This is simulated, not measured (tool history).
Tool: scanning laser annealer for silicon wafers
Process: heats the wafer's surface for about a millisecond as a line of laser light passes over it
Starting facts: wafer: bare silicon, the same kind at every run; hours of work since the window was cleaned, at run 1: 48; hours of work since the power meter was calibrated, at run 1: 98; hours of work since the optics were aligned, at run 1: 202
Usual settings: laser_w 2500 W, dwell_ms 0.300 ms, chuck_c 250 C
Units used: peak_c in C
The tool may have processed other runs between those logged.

run,day,laser_w,dwell_ms,chuck_c,hours of work since the window was cleaned,hours of work since the power meter was calibrated,hours of work since the optics were aligned,peak_c
1,0.000,2500,0.300,250,48,98,202,1061
2,2.000,2500,0.300,250,73,123,227,1061
3,3.283,2500,0.300,250,89,139,243,1063
4,5.167,2369,0.300,250,113,163,267,1013
5,7.150,2369,0.300,250,138,188,292,1016
6,9.479,2369,0.300,277,167,217,321,1041
7,11.688,2500,0.300,250,195,245,349,1060
8,14.192,2500,0.300,250,226,276,380,1054
9,15.883,2739,0.300,250,248,298,401,1139
10,17.683,2739,0.300,250,270,320,424,1138
11,19.067,2739,0.300,250,288,338,441,1136
12,22.146,2739,0.300,250,326,376,480,1136
13,24.017,2739,0.300,250,350,400,504,1133
# day 24.238: window over the wafer cleaned
14,25.775,2739,0.300,250,19,421,525,1127
15,28.025,2739,0.300,250,48,449,553,1129
16,29.892,2739,0.300,250,71,473,577,1124
17,32.558,2500,0.300,262,105,506,610,1056
18,35.008,2500,0.300,262,135,537,641,1057
19,37.567,2500,0.300,262,168,569,673,1058
# day 39.554: window over the wafer cleaned, once more
20,40.533,2500,0.300,262,12,606,709,1074
21,42.804,2732,0.300,262,41,634,738,1154
22,45.625,2500,0.348,250,76,670,773,1114
23,47.171,2649,0.283,253,96,689,793,1094
24,48.946,2649,0.283,271,118,711,815,1111
25,51.696,2649,0.283,271,153,746,850,1109
26,53.992,2649,0.283,271,182,775,879,1105
27,55.671,2541,0.224,284,203,796,900,1006
28,57.550,2540,0.232,247,226,820,924,975
29,59.867,2540,0.232,247,256,849,953,980
30,62.154,2540,0.232,247,284,878,981,979
31,64.529,2282,0.232,281,314,907,1011,934
32,66.675,2282,0.232,281,341,934,1038,932
33,69.729,2500,0.218,250,380,973,1077,946
34,71.408,2600,0.362,250,401,994,1098,1156
35,73.388,2600,0.286,283,426,1019,1123,1097
36,75.783,2600,0.286,283,456,1049,1153,1099
37,77.100,2664,0.221,283,472,1066,1170,1033
38,79.971,2429,0.374,271,508,1102,1206,1125
39,82.912,2413,0.241,282,545,1139,1243,978
40,85.054,2413,0.241,282,572,1166,1270,980
41,86.788,2557,0.300,244,594,1187,1291,1058

Hidden state at the last listed run before each entry between runs and at the first one after, where it differs:
Logged between run 13 and run 14: window over the wafer cleaned (day 24.238)
  light that passes the window, % of a clean one's: 98.84 -> 98.11; laser's true power over the reading, %: 0.12 -> 0.13; width of the line over the set one, %: 0.57 -> 0.6
  measured result minus the result with no hidden state, peak_c: -13 -> -20 C
Logged between run 19 and run 20: window over the wafer cleaned, once more (day 39.554)
  light that passes the window, % of a clean one's: 97.65 -> 99.9; laser's true power over the reading, %: 0.2 -> 0.21; width of the line over the set one, %: 0.74 -> 0.78
  measured result minus the result with no hidden state, peak_c: -23 -> -3 C
